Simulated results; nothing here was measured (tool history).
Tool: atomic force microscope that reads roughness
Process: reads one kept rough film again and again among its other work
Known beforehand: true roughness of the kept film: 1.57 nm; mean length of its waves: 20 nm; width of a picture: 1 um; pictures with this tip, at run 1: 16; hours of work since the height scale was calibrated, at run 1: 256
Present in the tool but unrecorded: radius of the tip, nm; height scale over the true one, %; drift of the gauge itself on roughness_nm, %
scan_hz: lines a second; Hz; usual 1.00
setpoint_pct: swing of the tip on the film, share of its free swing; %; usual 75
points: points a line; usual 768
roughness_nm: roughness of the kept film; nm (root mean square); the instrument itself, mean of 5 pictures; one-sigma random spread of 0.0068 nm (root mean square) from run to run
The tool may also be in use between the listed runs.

run	hour	scan_hz	setpoint_pct	points	pictures with this tip	hours of work since the height scale was calibrated	roughness_nm
1	0.0	1.00	75	768	16	256	1.348
2	8.9	1.00	75	768	30	263	1.298
3	14.7	1.00	73	768	40	267	1.286
4	24.9	1.00	73	768	56	274	1.259
5	30.5	1.00	73	768	65	278	1.232
6	36.6	1.00	75	768	75	282	1.211
7	48.4	1.00	75	768	93	290	1.193
8	53.6	1.00	75	662	102	294	1.166
# hour 56.9: new tip fitted
9	60.4	1.00	75	768	6	298	1.357
10	70.2	1.00	59	768	21	305	1.362
11	80.8	1.00	75	500	38	312	1.279
12	90.9	1.00	75	500	54	319	1.234
13	97.8	1.00	75	768	65	324	1.233
14	107.9	1.00	56	768	81	331	1.246
15	118.3	1.00	71	768	98	338	1.177
# hour 124.4: new tip fitted
16	127.6	1.00	71	768	5	344	1.360
17	135.8	1.00	71	950	18	350	1.342
18	143.5	1.00	75	768	30	355	1.299
19	151.5	1.00	75	768	43	361	1.267
20	159.3	1.00	75	768	55	366	1.242
21	167.3	1.00	75	768	68	372	1.225
22	173.8	1.00	75	768	78	376	1.200
23	179.3	1.00	75	768	87	380	1.192
24	187.8	1.00	75	768	101	386	1.163
# hour 191.6: new tip fitted
25	195.2	1.00	75	768	6	391	1.360
26	206.6	1.00	75	768	24	399	1.303
27	215.2	1.00	75	768	38	405	1.280
28	220.1	1.00	68	968	45	408	1.295
29	230.4	1.39	62	651	62	415	1.261
30	241.9	1.39	62	651	80	423	1.215
31	251.3	1.00	75	905	95	430	1.170
# hour 258.6: new tip fitted
32	258.6	1.64	65	782	0	435	1.368
33	265.7	1.41	57	932	11	440	1.370
34	275.6	0.80	65	267	27	447	1.299
35	284.2	0.80	65	267	41	453	1.282
36	292.4	1.03	70	361	54	458	1.244
37	298.0	1.03	70	361	63	462	1.241
38	307.1	3.28	57	361	77	468	1.182
39	313.4	1.00	75	283	87	473	1.165
40	323.5	1.00	75	283	103	480	1.121
# hour 326.1: new tip fitted
41	334.7	0.64	90	621	13	487	1.297
42	344.9	1.38	59	430	30	494	1.310
43	352.8	1.38	59	654	42	500	1.290
44	357.9	1.38	59	654	50	503	1.280
45	368.1	1.81	75	768	67	511	1.158
46	373.9	1.00	74	903	76	515	1.213
47	383.8	1.00	86	903	92	521	1.130
# hour 394.1: new tip fitted
48	395.2	0.66	58	768	2	529	1.419
49	405.0	2.32	61	318	18	536	1.296
50	414.1	2.32	61	318	32	542	1.268
51	424.7	2.79	75	564	49	550	1.129
52	430.0	2.79	75	564	57	553	1.110
53	438.7	1.04	87	937	71	559	1.176

Alternative continuations, all from the tool just after run 53; predict every row:
A	443.9	0.71	67	337	79	563	?
B	443.9	1.44	83	559	79	563	?
C	443.9	2.20	87	457	79	563	?
D	443.9	1.77	57	359	79	563	?

run	roughness_nm
A	1.212
B	1.124
C	1.018
D	1.212
With the hidden condition removed and each run's random variation left untouched, the same runs would have given:
run	roughness_nm
A	1.385
B	1.285
C	1.164
D	1.385
